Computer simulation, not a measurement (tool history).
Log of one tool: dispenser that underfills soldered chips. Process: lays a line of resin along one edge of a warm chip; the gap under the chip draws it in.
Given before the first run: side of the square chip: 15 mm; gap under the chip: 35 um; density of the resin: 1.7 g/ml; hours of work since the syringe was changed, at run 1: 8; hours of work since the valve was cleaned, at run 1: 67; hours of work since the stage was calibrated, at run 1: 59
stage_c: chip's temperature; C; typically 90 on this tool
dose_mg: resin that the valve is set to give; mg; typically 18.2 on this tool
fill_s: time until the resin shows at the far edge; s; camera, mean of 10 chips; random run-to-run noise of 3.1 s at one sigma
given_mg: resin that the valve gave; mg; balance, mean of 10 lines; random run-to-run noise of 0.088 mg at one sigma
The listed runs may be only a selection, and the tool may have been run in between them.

| run | day | stage_c | dose_mg | hours of work since the syringe was changed | hours of work since the valve was cleaned | hours of work since the stage was calibrated | fill_s | given_mg |
|---|---|---|---|---|---|---|---|---|
| 1 | 0.000 | 90 | 18.2 | 8 | 67 | 59 | 565.7 | 17.30 |
|  | 0.088 | new syringe of resin |
| 2 | 0.229 | 90 | 18.2 | 3 | 71 | 63 | 390.2 | 17.10 |
| 3 | 0.408 | 90 | 18.2 | 6 | 74 | 66 | 503.1 | 17.23 |
|  | 0.596 | new syringe of resin |
| 4 | 0.700 | 90 | 18.2 | 2 | 79 | 71 | 358.6 | 17.05 |
| 5 | 0.954 | 90 | 18.2 | 7 | 84 | 76 | 522.7 | 16.93 |
|  | 1.100 | new syringe of resin |
| 6 | 1.162 | 83 | 18.2 | 1 | 87 | 80 | 461.0 | 17.01 |
| 7 | 1.454 | 83 | 18.2 | 7 | 93 | 85 | 704.0 | 16.80 |
|  | 1.596 | new syringe of resin |
| 8 | 1.617 | 83 | 18.2 | 0 | 96 | 88 | 444.7 | 16.74 |
| 9 | 1.783 | 83 | 18.2 | 3 | 99 | 91 | 561.7 | 16.80 |
| 10 | 1.925 | 83 | 22.8 | 6 | 101 | 93 | 643.6 | 20.88 |
|  | 2.104 | new syringe of resin |
| 11 | 2.208 | 77 | 22.7 | 2 | 106 | 98 | 629.6 | 20.69 |
| 12 | 2.392 | 79 | 16.9 | 5 | 110 | 102 | 794.5 | 15.57 |
|  | 2.458 | dispensing valve cleaned and set on the balance |
|  | 2.650 | new syringe of resin |
| 13 | 2.662 | 79 | 16.9 | 0 | 4 | 106 | 523.7 | 16.87 |

Hidden condition of the tool, last listed run before each entry between runs versus first listed run after:
From run 1 to run 2: new syringe of resin (day 0.088)
  resin's viscosity, % of fresh resin's: 182.5 -> 124.1; dose that the valve gives, % of what is set: 94.77 -> 94.42; true chip temperature over the reading, C: -0.18 -> -0.19
  measured less the result without the state, fill_s: +262.5 -> +83.2 s; given_mg: -0.95 -> -1.02 mg
From run 3 to run 4: new syringe of resin (day 0.596)
  resin's viscosity, % of fresh resin's: 160.3 -> 115.2; dose that the valve gives, % of what is set: 94.14 -> 93.7; true chip temperature over the reading, C: -0.2 -> -0.21
  measured less the result without the state, fill_s: +197.4 -> +55.8 s; given_mg: -1.08 -> -1.14 mg
From run 5 to run 6: new syringe of resin (day 1.100)
  resin's viscosity, % of fresh resin's: 165.5 -> 108.9; dose that the valve gives, % of what is set: 93.29 -> 93.02; true chip temperature over the reading, C: -0.23 -> -0.24
  measured less the result without the state, fill_s: +216.1 -> +50.8 s; given_mg: -1.21 -> -1.28 mg
From run 7 to run 8: new syringe of resin (day 1.596)
  resin's viscosity, % of fresh resin's: 164.9 -> 102; dose that the valve gives, % of what is set: 92.54 -> 92.32; true chip temperature over the reading, C: -0.25 -> -0.26
  measured less the result without the state, fill_s: +291.1 -> +23.8 s; given_mg: -1.35 -> -1.39 mg
From run 10 to run 11: new syringe of resin (day 2.104)
  resin's viscosity, % of fresh resin's: 158.3 -> 116.9; dose that the valve gives, % of what is set: 91.88 -> 91.45; true chip temperature over the reading, C: -0.27 -> -0.29
  measured less the result without the state, fill_s: +245.5 -> +103.4 s; given_mg: -1.85 -> -1.93 mg
From run 12 to run 13: dispensing valve cleaned and set on the balance (day 2.458); new syringe of resin (day 2.650)
  resin's viscosity, % of fresh resin's: 151.8 -> 102.8; dose that the valve gives, % of what is set: 91.2 -> 99.83; true chip temperature over the reading, C: -0.3 -> -0.31
  measured less the result without the state, fill_s: +296.6 -> +21.9 s; given_mg: -1.50 -> -0.02 mg

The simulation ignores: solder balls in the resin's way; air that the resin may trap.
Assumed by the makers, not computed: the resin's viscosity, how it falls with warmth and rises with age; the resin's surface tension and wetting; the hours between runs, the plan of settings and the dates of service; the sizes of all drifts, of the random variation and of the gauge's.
